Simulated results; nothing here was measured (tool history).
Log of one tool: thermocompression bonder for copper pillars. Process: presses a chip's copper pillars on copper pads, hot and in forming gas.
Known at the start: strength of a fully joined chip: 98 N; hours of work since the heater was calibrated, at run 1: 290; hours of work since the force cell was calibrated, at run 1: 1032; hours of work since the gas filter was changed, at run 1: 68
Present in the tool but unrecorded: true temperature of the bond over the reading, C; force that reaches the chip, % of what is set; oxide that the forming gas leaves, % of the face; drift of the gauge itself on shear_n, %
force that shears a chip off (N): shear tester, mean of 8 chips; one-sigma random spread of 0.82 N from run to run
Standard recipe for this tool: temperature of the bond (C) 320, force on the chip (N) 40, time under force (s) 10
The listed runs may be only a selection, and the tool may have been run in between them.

run	hour	temperature of the bond (C)	force on the chip (N)	time under force (s)	hours of work since the heater was calibrated	hours of work since the force cell was calibrated	hours of work since the gas filter was changed	force that shears a chip off (N)
1	0	320	40	10	290	1032	68	61.6
2	57.7	320	40	10	325	1066	102	60.9
3	101.9	320	25	10	351	1093	129	38.5
# hour 136.3: forming gas filter changed
4	166.6	320	40	10	390	1131	18	64.8
5	201.5	320	40	10	411	1152	39	63.6
6	234.2	320	40	10	430	1172	59	63.9
7	301.8	320	40	10	471	1213	99	62.4
8	363.2	320	40	10	508	1250	136	60.5
# hour 386.1: forming gas filter changed
9	419.9	320	40	10	542	1283	20	64.5
10	467.8	320	40	10	571	1312	49	63.9
11	504.1	320	24	10	592	1334	71	38.1
12	553.5	320	24	10	622	1364	101	38.1
13	607.9	320	40	11	655	1396	133	61.9
# hour 616.8: heater calibrated with a thermocouple chip
# hour 635.7: forming gas filter changed
14	645.4	320	40	11	17	1417	6	67
15	696.6	320	40	11	48	1448	37	67.2
16	730.8	320	40	11	68	1469	57	65.4
17	792.3	320	40	11	105	1506	94	63.5
18	856.5	346	40	10	144	1544	133	68.1
# hour 887: forming gas filter changed
19	904	346	40	10	172	1572	10	75
20	935.8	320	40	10	191	1591	29	64.6
21	1009.9	320	25	10	236	1636	74	40.2
# hour 1066: heater calibrated with a thermocouple chip, once more
22	1073.5	341	29	19	5	1673	111	64.1
23	1133.2	320	52	8	40	1709	147	70.2
# hour 1137.6: forming gas filter changed
24	1202.2	320	52	8	82	1750	39	75.2
25	1236.3	320	52	8	102	1770	59	75
26	1292.8	320	52	8	136	1804	93	72.9
27	1356.6	320	52	8	174	1843	132	71.9
# hour 1385.7: forming gas filter changed
28	1390.6	320	52	8	194	1863	3	77.7

Run 29 has not been measured yet. What should we expect?
29	1432.8	320	53	16	220	1888	28	?

{"run 29": {"force that shears a chip off (N)": 87.8}}
The same run, on a tool lacking any hidden state, would have yielded force that shears a chip off (N) 87.
